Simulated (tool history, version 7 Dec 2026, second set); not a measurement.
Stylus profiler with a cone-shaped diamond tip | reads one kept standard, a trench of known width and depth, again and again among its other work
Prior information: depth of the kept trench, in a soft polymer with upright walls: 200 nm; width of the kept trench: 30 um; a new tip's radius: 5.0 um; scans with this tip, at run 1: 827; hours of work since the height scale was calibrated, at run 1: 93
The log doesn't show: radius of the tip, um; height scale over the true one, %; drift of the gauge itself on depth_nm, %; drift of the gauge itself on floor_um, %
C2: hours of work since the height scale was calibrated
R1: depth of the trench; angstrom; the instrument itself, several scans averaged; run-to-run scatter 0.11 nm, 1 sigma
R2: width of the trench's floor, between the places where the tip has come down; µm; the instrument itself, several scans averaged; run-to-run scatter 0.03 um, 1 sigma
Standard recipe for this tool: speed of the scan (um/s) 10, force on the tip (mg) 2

run 1 hour=0 | speed_of_the_scan_(um/s)=10 force_on_the_tip_(mg)=2 | scans_with_this_tip=827 C2=93 | R1=2022.3 R2=27.16
run 2 hour=36.6 | speed_of_the_scan_(um/s)=10 force_on_the_tip_(mg)=2 | scans_with_this_tip=1003 C2=113 | R1=2023.3 R2=27.15
run 3 hour=91.5 | speed_of_the_scan_(um/s)=10 force_on_the_tip_(mg)=2 | scans_with_this_tip=1268 C2=143 | R1=2022.9 R2=27.15
run 4 hour=136.9 | speed_of_the_scan_(um/s)=10 force_on_the_tip_(mg)=2 | scans_with_this_tip=1487 C2=167 | R1=2023.1 R2=27.1
run 5 hour=187.9 | speed_of_the_scan_(um/s)=10 force_on_the_tip_(mg)=2 | scans_with_this_tip=1733 C2=195 | R1=2024.7 R2=27.2
run 6 hour=251.1 | speed_of_the_scan_(um/s)=10 force_on_the_tip_(mg)=1.63 | scans_with_this_tip=2037 C2=229 | R1=2019.2 R2=27.18
run 7 hour=292.5 | speed_of_the_scan_(um/s)=10 force_on_the_tip_(mg)=1.63 | scans_with_this_tip=2237 C2=251 | R1=2018.7 R2=27.19
run 8 hour=358.7 | speed_of_the_scan_(um/s)=10 force_on_the_tip_(mg)=1.63 | scans_with_this_tip=2556 C2=287 | R1=2021.5 R2=27.18
run 9 hour=421.3 | speed_of_the_scan_(um/s)=10 force_on_the_tip_(mg)=1.63 | scans_with_this_tip=2858 C2=321 | R1=2019.1 R2=27.21
run 10 hour=508.3 | speed_of_the_scan_(um/s)=10 force_on_the_tip_(mg)=1.63 | scans_with_this_tip=3277 C2=368 | R1=2022.6 R2=27.11
run 11 hour=571.1 | speed_of_the_scan_(um/s)=10 force_on_the_tip_(mg)=4.2 | scans_with_this_tip=3580 C2=402 | R1=2039 R2=27.14
run 12 hour=612.4 | speed_of_the_scan_(um/s)=10 force_on_the_tip_(mg)=4.2 | scans_with_this_tip=3779 C2=425 | R1=2039 R2=27.15
run 13 hour=668.5 | speed_of_the_scan_(um/s)=3 force_on_the_tip_(mg)=2 | scans_with_this_tip=4049 C2=455 | R1=2022.9 R2=27.2
run 14 hour=717.9 | speed_of_the_scan_(um/s)=2 force_on_the_tip_(mg)=2 | scans_with_this_tip=4288 C2=482 | R1=2023.3 R2=27.2
run 15 hour=770.8 | speed_of_the_scan_(um/s)=2 force_on_the_tip_(mg)=2 | scans_with_this_tip=4543 C2=511 | R1=2023.3 R2=27.2
run 16 hour=832 | speed_of_the_scan_(um/s)=2 force_on_the_tip_(mg)=2 | scans_with_this_tip=4838 C2=544 | R1=2022 R2=27.19
run 17 hour=869.5 | speed_of_the_scan_(um/s)=2 force_on_the_tip_(mg)=2 | scans_with_this_tip=5018 C2=564 | R1=2024.9 R2=27.19
run 18 hour=957.1 | speed_of_the_scan_(um/s)=10 force_on_the_tip_(mg)=2.49 | scans_with_this_tip=5441 C2=612 | R1=2026.7 R2=27.15
run 19 hour=1032.9 | speed_of_the_scan_(um/s)=10 force_on_the_tip_(mg)=3.88 | scans_with_this_tip=5806 C2=653 | R1=2036.6 R2=27.17
run 20 hour=1078.6 | speed_of_the_scan_(um/s)=10 force_on_the_tip_(mg)=3.88 | scans_with_this_tip=6026 C2=677 | R1=2037.4 R2=27.14
run 21 hour=1163.7 | speed_of_the_scan_(um/s)=4 force_on_the_tip_(mg)=2 | scans_with_this_tip=6436 C2=724 | R1=2023 R2=27.15
run 22 hour=1228.1 | speed_of_the_scan_(um/s)=10 force_on_the_tip_(mg)=2 | scans_with_this_tip=6746 C2=758 | R1=2023.3 R2=27.17
run 23 hour=1268.6 | speed_of_the_scan_(um/s)=10 force_on_the_tip_(mg)=2 | scans_with_this_tip=6942 C2=780 | R1=2023 R2=27.16
run 24 hour=1341.4 | speed_of_the_scan_(um/s)=8 force_on_the_tip_(mg)=5.67 | scans_with_this_tip=7293 C2=820 | R1=2047.7 R2=27.17
run 25 hour=1424.1 | speed_of_the_scan_(um/s)=3 force_on_the_tip_(mg)=2.82 | scans_with_this_tip=7691 C2=865 | R1=2030 R2=27.16
run 26 hour=1464 | speed_of_the_scan_(um/s)=25 force_on_the_tip_(mg)=1.94 | scans_with_this_tip=7884 C2=886 | R1=2022.7 R2=27.07
run 27 hour=1540.5 | speed_of_the_scan_(um/s)=9 force_on_the_tip_(mg)=2.6 | scans_with_this_tip=8252 C2=928 | R1=2027.4 R2=27.18
run 28 hour=1587.6 | speed_of_the_scan_(um/s)=19 force_on_the_tip_(mg)=0.88 | scans_with_this_tip=8480 C2=953 | R1=2011.1 R2=27.03
run 29 hour=1670.2 | speed_of_the_scan_(um/s)=7 force_on_the_tip_(mg)=0.73 | scans_with_this_tip=8878 C2=998 | R1=2010.7 R2=27.15
run 30 hour=1707.4 | speed_of_the_scan_(um/s)=10 force_on_the_tip_(mg)=3.59 | scans_with_this_tip=9057 C2=1018 | R1=2032.9 R2=27.2
run 31 hour=1750.5 | speed_of_the_scan_(um/s)=9 force_on_the_tip_(mg)=3.6 | scans_with_this_tip=9265 C2=1041 | R1=2032.4 R2=27.14
run 32 hour=1825.9 | speed_of_the_scan_(um/s)=3 force_on_the_tip_(mg)=0.69 | scans_with_this_tip=9628 C2=1082 | R1=2011.4 R2=27.17
run 33 hour=1880.1 | speed_of_the_scan_(um/s)=11 force_on_the_tip_(mg)=1.86 | scans_with_this_tip=9890 C2=1112 | R1=2024.3 R2=27.16
run 34 hour=1950.8 | speed_of_the_scan_(um/s)=3 force_on_the_tip_(mg)=2.36 | scans_with_this_tip=10230 C2=1150 | R1=2026.6 R2=27.17
run 35 hour=1988.2 | speed_of_the_scan_(um/s)=3 force_on_the_tip_(mg)=2.36 | scans_with_this_tip=10410 C2=1170 | R1=2028.4 R2=27.23
run 36 hour=2072.9 | speed_of_the_scan_(um/s)=3 force_on_the_tip_(mg)=4.51 | scans_with_this_tip=10819 C2=1216 | R1=2040.6 R2=27.21
run 37 hour=2145.9 | speed_of_the_scan_(um/s)=9 force_on_the_tip_(mg)=5.46 | scans_with_this_tip=11170 C2=1256 | R1=2046 R2=27.2
run 38 hour=2189.1 | speed_of_the_scan_(um/s)=19 force_on_the_tip_(mg)=2.67 | scans_with_this_tip=11379 C2=1279 | R1=2029.8 R2=27.12
run 39 hour=2271.4 | speed_of_the_scan_(um/s)=3 force_on_the_tip_(mg)=5.45 | scans_with_this_tip=11775 C2=1324 | R1=2045.5 R2=27.15
run 40 hour=2354.6 | speed_of_the_scan_(um/s)=3 force_on_the_tip_(mg)=5.45 | scans_with_this_tip=12177 C2=1369 | R1=2045.6 R2=27.18
run 41 hour=2399.6 | speed_of_the_scan_(um/s)=4 force_on_the_tip_(mg)=1.52 | scans_with_this_tip=12394 C2=1393 | R1=2019.6 R2=27.22
run 42 hour=2485.1 | speed_of_the_scan_(um/s)=11 force_on_the_tip_(mg)=1.52 | scans_with_this_tip=12805 C2=1439 | R1=2019.7 R2=27.13
run 43 hour=2549.6 | speed_of_the_scan_(um/s)=3 force_on_the_tip_(mg)=3.18 | scans_with_this_tip=13117 C2=1474 | R1=2030.9 R2=27.22
run 44 hour=2602.4 | speed_of_the_scan_(um/s)=3 force_on_the_tip_(mg)=3.18 | scans_with_this_tip=13371 C2=1503 | R1=2032.3 R2=27.21
-- hour=2630.6 new tip fitted, height scale calibrated
run 45 hour=2667.1 | speed_of_the_scan_(um/s)=3 force_on_the_tip_(mg)=3.18 | scans_with_this_tip=176 C2=20 | R1=2033.6 R2=27.16
run 46 hour=2755 | speed_of_the_scan_(um/s)=3 force_on_the_tip_(mg)=3.18 | scans_with_this_tip=600 C2=67 | R1=2031.7 R2=27.2

Take each entry between the runs: how does the hidden state at the last listed run before it differ from the hidden state at the first listed run after it?
After run 44, before run 45: new tip fitted, height scale calibrated (hour 2630.6)
  radius of the tip, um: 5.05 -> 5; height scale over the true one, %: 0.005 -> 0.001
